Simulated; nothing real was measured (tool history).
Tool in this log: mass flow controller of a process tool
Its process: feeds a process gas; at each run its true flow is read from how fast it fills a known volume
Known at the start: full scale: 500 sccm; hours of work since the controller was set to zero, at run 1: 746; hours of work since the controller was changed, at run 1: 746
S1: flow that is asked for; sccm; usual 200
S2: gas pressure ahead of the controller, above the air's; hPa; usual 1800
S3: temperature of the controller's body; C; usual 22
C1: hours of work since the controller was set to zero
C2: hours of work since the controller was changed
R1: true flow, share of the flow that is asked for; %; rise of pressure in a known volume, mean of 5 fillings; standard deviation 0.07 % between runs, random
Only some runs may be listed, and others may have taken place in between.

run    hour   S1    S2  S3   C1    C2      R1
  1     0.0  200  1800  22  746   746   97.96
  2    64.8  200  1800  35  769   769   98.63
  3   111.1  200  1800  26  785   785   98.03
  4   163.3  200  1450  26  803   803   97.89
  5   238.6  200  1800  33  830   830   98.53
  6   293.6  200  1800  33  849   849   98.53
  7   336.8  200  1800  22  865   865   97.93
  8   415.6  200  1800  22  893   893   97.79
  9   481.8  200  1800  22  916   916   97.75
 10   535.5   89  1800  22  935   935   96.75
      541.7  -- controller's zero set anew
 11   604.7   89  1800  22   22   959   96.53
 12   658.8  200  1800  22   41   978   97.65
 13   709.7  200  1800  22   59   996   97.66
 14   755.7  200  1800  22   76  1013   97.65
 15   794.1  200  1800  22   89  1026   97.67
 16   875.4  196  1800  27  118  1055   97.84
 17   937.5   67  1800  34  140  1077   96.68
      965.3  -- controller's zero set anew, once more
 18   982.2  291  2160  21    6  1093   98.87
 19  1042.3  213  1800  27   27  1114   98.57
 20  1106.1  367  2710  31   50  1136  100.16
 21  1177.7  374  2710  30   75  1162  100.27
 22  1259.7  200  1580  34  104  1191   98.75
 23  1339.7  200  1580  30  132  1219   98.52
 24  1418.3  429  2750  27  160  1247  100.38
 25  1459.2  382  2530  27  175  1261   99.90
 26  1543.8  111  2530  21  205  1291   98.14
 27  1598.2  111  2530  21  224  1310   98.10
 28  1676.9   92  2660  22  252  1338   98.00
 29  1727.7  249  1800  40  269  1356   99.33
 30  1789.0  249  1800  40  291  1378   99.64

Forecast each of these 4 alternatives for the next run:
  A  1849.9  102  1950  20  313  1399   ?
  B  1849.9  161  1860  21  313  1399   ?
  C  1849.9  129  1800  37  313  1399   ?
  D  1849.9  114  1670  32  313  1399   ?

run     R1
  A  97.56
  B  97.94
  C  98.65
  D  98.21
With no hidden state in the tool, these same runs would have given:
run     R1
  A  97.87
  B  98.14
  C  98.90
  D  98.49
